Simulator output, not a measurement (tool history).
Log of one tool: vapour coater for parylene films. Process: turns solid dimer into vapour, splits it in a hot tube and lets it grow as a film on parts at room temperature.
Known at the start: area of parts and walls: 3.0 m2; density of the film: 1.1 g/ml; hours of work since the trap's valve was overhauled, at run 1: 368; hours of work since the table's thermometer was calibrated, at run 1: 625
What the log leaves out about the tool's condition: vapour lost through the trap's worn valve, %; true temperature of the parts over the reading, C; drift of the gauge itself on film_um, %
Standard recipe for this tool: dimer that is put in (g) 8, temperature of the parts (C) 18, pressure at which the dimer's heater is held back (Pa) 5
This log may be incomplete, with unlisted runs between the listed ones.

run	hour	dimer that is put in (g)	temperature of the parts (C)	pressure at which the dimer's heater is held back (Pa)	hours of work since the trap's valve was overhauled	hours of work since the table's thermometer was calibrated	thickness of the film (µm)
1	0	8	18	5	368	625	1.16
2	41.3	8	13	5	389	646	1.29
3	95.2	8	13	5	417	674	1.27
4	140.5	8	18	5	441	697	1.17
5	201.2	8	18	5	472	728	1.18
6	245.4	8	18	5	495	751	1.17
7	281.7	8	18	5	513	770	1.19
8	340.5	8	18	5	544	800	1.19
9	391.4	8	18	5	570	826	1.16
# hour 427.7: trap's valve overhauled
10	438.3	8	14	5	5	849	1.27
11	479.9	8	14	5	27	870	1.26
12	541.5	3	18	5	59	902	0.43
13	575.6	8	18	9.28	76	919	1.04
14	614.1	8	25	5	96	939	1.05
15	673.9	8	25	5	127	970	1.04
16	754.8	3	18	5	169	1012	0.46
17	788.7	3	18	5	186	1029	0.43
18	853.6	3	18	5	219	1062	0.44
19	898.5	14	18	11.65	243	1086	1.74
20	974.9	9	24	9.02	282	1125	1.06
21	1021.2	9	24	9.02	306	1149	1.05
22	1091.4	9	24	9.02	342	1185	1.06
23	1152.3	9	24	9.02	373	1216	1.07
24	1211.8	8	12	5	404	1247	1.33
25	1251.7	5	13	3.4	424	1267	0.85
26	1324.4	13	28	5.9	462	1305	1.54
27	1381.4	3	18	5	491	1334	0.42
28	1428.9	3	18	5	516	1359	0.44
29	1463.2	8	18	10.04	533	1376	1.03
30	1544.1	12	17	6.87	575	1418	1.68

For each entry between runs, how does the tool's hidden state at the last listed run before it compare with that at the first listed run after it?
In the gap between runs 9 and 10: trap's valve overhauled (hour 427.7)
  vapour lost through the trap's worn valve, %: 0.6 -> 0
